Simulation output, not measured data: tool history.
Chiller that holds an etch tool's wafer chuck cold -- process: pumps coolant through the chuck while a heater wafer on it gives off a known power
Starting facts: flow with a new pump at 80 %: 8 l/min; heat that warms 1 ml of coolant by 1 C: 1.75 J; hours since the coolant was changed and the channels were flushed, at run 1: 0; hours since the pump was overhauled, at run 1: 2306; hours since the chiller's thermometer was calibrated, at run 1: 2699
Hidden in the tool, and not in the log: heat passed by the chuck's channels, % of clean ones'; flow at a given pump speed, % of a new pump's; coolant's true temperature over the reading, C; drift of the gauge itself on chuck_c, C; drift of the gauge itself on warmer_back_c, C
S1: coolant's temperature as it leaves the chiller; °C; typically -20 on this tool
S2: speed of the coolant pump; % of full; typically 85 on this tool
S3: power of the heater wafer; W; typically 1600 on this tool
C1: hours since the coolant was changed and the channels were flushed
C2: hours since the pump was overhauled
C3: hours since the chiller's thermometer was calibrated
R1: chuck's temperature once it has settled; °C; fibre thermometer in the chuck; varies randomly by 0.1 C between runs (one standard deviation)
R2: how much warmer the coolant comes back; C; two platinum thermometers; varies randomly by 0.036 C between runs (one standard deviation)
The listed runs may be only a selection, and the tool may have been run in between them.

Run 1, hour 0.0: usual settings; C1 0; C2 2306; C3 2699. Result: R1 1.8 °C, R2 7.02 C.
Run 2, hour 129.0: usual settings; C1 129; C2 2435; C3 2827. Result: R1 2.2 °C, R2 7.03 C.
Run 3, hour 248.9: usual settings; C1 249; C2 2555; C3 2947. Result: R1 2.3 °C, R2 7.08 C.
Run 4, hour 341.1: usual settings; C1 341; C2 2647; C3 3040. Result: R1 2.3 °C, R2 7.13 C.
At hour 427.4: chiller's thermometer calibrated.
Run 5, hour 473.9: usual settings; C1 473; C2 2779; C3 47. Result: R1 2.0 °C, R2 7.08 C.
Run 6, hour 596.9: usual settings; C1 596; C2 2902; C3 170. Result: R1 2.1 °C, R2 7.15 C.
Run 7, hour 743.7: usual settings; C1 743; C2 3049; C3 316. Result: R1 2.2 °C, R2 7.28 C.
Run 8, hour 880.6: usual settings; C1 880; C2 3186; C3 453. Result: R1 2.7 °C, R2 7.29 C.
Run 9, hour 946.0: usual settings; C1 945; C2 3251; C3 519. Result: R1 2.7 °C, R2 7.34 C.
At hour 963.5: coolant pump overhauled.
Run 10, hour 1024.0: usual settings but S2 75 % of full; C1 1018; C2 60; C3 592. Result: R1 6.2 °C, R2 9.22 C.
Run 11, hour 1123.5: usual settings but S2 75 % of full; C1 1117; C2 160; C3 691. Result: R1 6.3 °C, R2 9.29 C.
Run 12, hour 1202.4: usual settings but S1 -17 °C; C1 1196; C2 239; C3 770. Result: R1 7.4 °C, R2 8.12 C.
Run 13, hour 1338.5: usual settings; C1 1333; C2 375; C3 906. Result: R1 4.4 °C, R2 8.19 C.
Run 14, hour 1422.2: usual settings; C1 1416; C2 459; C3 990. Result: R1 4.6 °C, R2 8.23 C.
Run 15, hour 1540.0: usual settings; C1 1534; C2 577; C3 1108. Result: R1 4.8 °C, R2 8.27 C.
Run 16, hour 1649.4: usual settings but S1 -30 °C; C1 1643; C2 686; C3 1217. Result: R1 -4.9 °C, R2 8.31 C.
At hour 1700.0: coolant pump overhauled, once more.
Run 17, hour 1771.6: usual settings; C1 1761; C2 72; C3 1334. Result: R1 1.5 °C, R2 6.36 C.
Run 18, hour 1901.0: usual settings but S1 -27 °C, S3 1741 W; C1 1890; C2 201; C3 1464. Result: R1 -3.3 °C, R2 7.04 C.
Run 19, hour 1995.8: usual settings but S1 -27 °C, S3 1741 W; C1 1985; C2 296; C3 1558. Result: R1 -3.1 °C, R2 7.01 C.
Run 20, hour 2139.9: usual settings but S1 -27 °C, S2 90 % of full, S3 1113 W; C1 2129; C2 440; C3 1702. Result: R1 -12.1 °C, R2 4.23 C.
Run 21, hour 2212.5: usual settings but S1 -27 °C, S2 94 % of full, S3 1297 W; C1 2201; C2 512; C3 1775. Result: R1 -10.1 °C, R2 4.73 C.
Run 22, hour 2358.8: usual settings but S1 -27 °C, S2 69 % of full, S3 1137 W; C1 2348; C2 659; C3 1921. Result: R1 -9.1 °C, R2 5.84 C.
Run 23, hour 2486.5: usual settings but S1 -27 °C, S2 69 % of full, S3 1137 W; C1 2475; C2 786; C3 2049. Result: R1 -8.8 °C, R2 5.84 C.
Run 24, hour 2574.3: usual settings but S1 -16 °C, S2 84 % of full, S3 924 W; C1 2563; C2 874; C3 2137. Result: R1 -2.9 °C, R2 3.80 C.
Run 25, hour 2681.7: usual settings but S1 -11 °C, S2 72 % of full, S3 802 W; C1 2671; C2 982; C3 2244. Result: R1 1.9 °C, R2 3.96 C.
Run 26, hour 2809.0: usual settings but S1 -12 °C, S2 84 % of full, S3 1240 W; C1 2798; C2 1109; C3 2372. Result: R1 5.8 °C, R2 5.27 C.
Run 27, hour 2912.6: usual settings but S1 -12 °C, S2 84 % of full, S3 1531 W; C1 2902; C2 1213; C3 2475. Result: R1 9.9 °C, R2 6.54 C.
Run 28, hour 2981.2: usual settings but S1 -12 °C, S2 84 % of full, S3 1531 W; C1 2970; C2 1281; C3 2544. Result: R1 10.1 °C, R2 6.53 C.
Run 29, hour 3042.1: usual settings but S1 -12 °C, S2 84 % of full, S3 1531 W; C1 3031; C2 1342; C3 2605. Result: R1 10.4 °C, R2 6.45 C.
Run 30, hour 3155.7: usual settings but S2 73 % of full; C1 3145; C2 1456; C3 2718. Result: R1 5.8 °C, R2 7.90 C.
Run 31, hour 3302.0: usual settings but S3 1299 W; C1 3291; C2 1602; C3 2865. Result: R1 -0.9 °C, R2 5.55 C.
Run 32, hour 3447.1: usual settings but S1 -13 °C, S3 2169 W; C1 3436; C2 1747; C3 3010. Result: R1 19.0 °C, R2 9.31 C.
At hour 3568.4: chiller's thermometer calibrated.
Run 33, hour 3576.7: usual settings but S1 -29 °C, S2 77 % of full, S3 1085 W; C1 3565; C2 1876; C3 8. Result: R1 -12.2 °C, R2 5.26 C.

How would selected steps in R1 from run to run divide? Give the signed amount a tool lacking its hidden state would still show from settings, what came in and random variation, and the signed amount left for the hidden state, including any gauge scatter that is not in both of the compared results.
Run 9 -> 10: S2 85 -> 75, coolant pump overhauled. R1 +3.5 °C: hidden state +1.9, all else +1.6.
Run 15 -> 16: S1 -20 -> -30. R1 -9.7 °C: hidden state +0.1, all else -9.8.
Run 16 -> 17: S1 -30 -> -20, coolant pump overhauled, once more. R1 +6.4 °C: hidden state -3.5, all else +9.9.
Run 31 -> 32: S1 -20 -> -13, S3 1299 -> 2169. R1 +19.9 °C: hidden state +1.9, all else +18.0.
Run 32 -> 33: S1 -13 -> -29, S2 85 -> 77, S3 2169 -> 1085, chiller's thermometer calibrated. R1 -31.2 °C: hidden state -2.4, all else -28.8.
